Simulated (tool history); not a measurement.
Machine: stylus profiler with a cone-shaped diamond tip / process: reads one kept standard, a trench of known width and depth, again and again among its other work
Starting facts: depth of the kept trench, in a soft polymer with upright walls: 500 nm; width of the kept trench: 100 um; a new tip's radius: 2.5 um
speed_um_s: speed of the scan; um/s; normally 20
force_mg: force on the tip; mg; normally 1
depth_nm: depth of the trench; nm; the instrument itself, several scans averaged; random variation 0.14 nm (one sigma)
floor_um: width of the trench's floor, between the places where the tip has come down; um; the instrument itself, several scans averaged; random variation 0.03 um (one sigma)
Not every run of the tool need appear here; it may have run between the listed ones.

| run | day | speed_um_s | force_mg | depth_nm | floor_um |
|---|---|---|---|---|---|
| 1 | 0 | 20 | 1 | 502.79 | 96.51 |
| 2 | 0.671 | 12 | 1 | 502.88 | 96.56 |
| 3 | 1.371 | 20 | 1 | 502.79 | 96.44 |
| 4 | 1.8 | 20 | 0.39 | 501.87 | 96.31 |
| 5 | 2.483 | 20 | 0.39 | 501.82 | 96.23 |
| 6 | 3.158 | 20 | 0.39 | 501.85 | 96.23 |
| 7 | 3.804 | 20 | 1 | 502.9 | 96.37 |
| 8 | 4.429 | 18 | 1 | 502.74 | 96.37 |
| 9 | 5.092 | 18 | 1 | 503.03 | 96.27 |
| 10 | 5.654 | 18 | 1 | 503.09 | 96.25 |
| 11 | 6.117 | 62 | 1 | 503.03 | 95.93 |
| 12 | 6.662 | 9 | 1.23 | 503.54 | 96.32 |
| 13 | 7.15 | 9 | 1.23 | 503.56 | 96.29 |
| 14 | 7.879 | 46 | 1.66 | 504.12 | 96.04 |
| 15 | 8.333 | 21 | 0.34 | 501.81 | 96.04 |
| 16 | 8.721 | 21 | 0.34 | 501.74 | 95.94 |
| 17 | 9.096 | 9 | 1 | 503.03 | 96.15 |
| 18 | 9.633 | 55 | 0.78 | 502.86 | 95.77 |
| 19 | 9.988 | 40 | 2.59 | 505.19 | 96.04 |

Below are 4 alternative next runs, each starting from the tool's condition after run 19. Predict each:
| A | 10.462 | 45 | 1.87 | ? | ? |
| B | 10.462 | 7 | 1 | ? | ? |
| C | 10.462 | 6 | 1.25 | ? | ? |
| D | 10.462 | 40 | 0.76 | ? | ? |

| run | depth_nm | floor_um |
|---|---|---|
| A | 504.42 | 95.91 |
| B | 503.13 | 96.07 |
| C | 503.49 | 96.17 |
| D | 502.96 | 95.84 |
With the hidden condition removed and each run's random variation left untouched, the same runs would have given:
| run | depth_nm | floor_um |
|---|---|---|
| A | 503.71 | 96.7 |
| B | 502.43 | 96.86 |
| C | 502.79 | 96.97 |
| D | 502.25 | 96.64 |

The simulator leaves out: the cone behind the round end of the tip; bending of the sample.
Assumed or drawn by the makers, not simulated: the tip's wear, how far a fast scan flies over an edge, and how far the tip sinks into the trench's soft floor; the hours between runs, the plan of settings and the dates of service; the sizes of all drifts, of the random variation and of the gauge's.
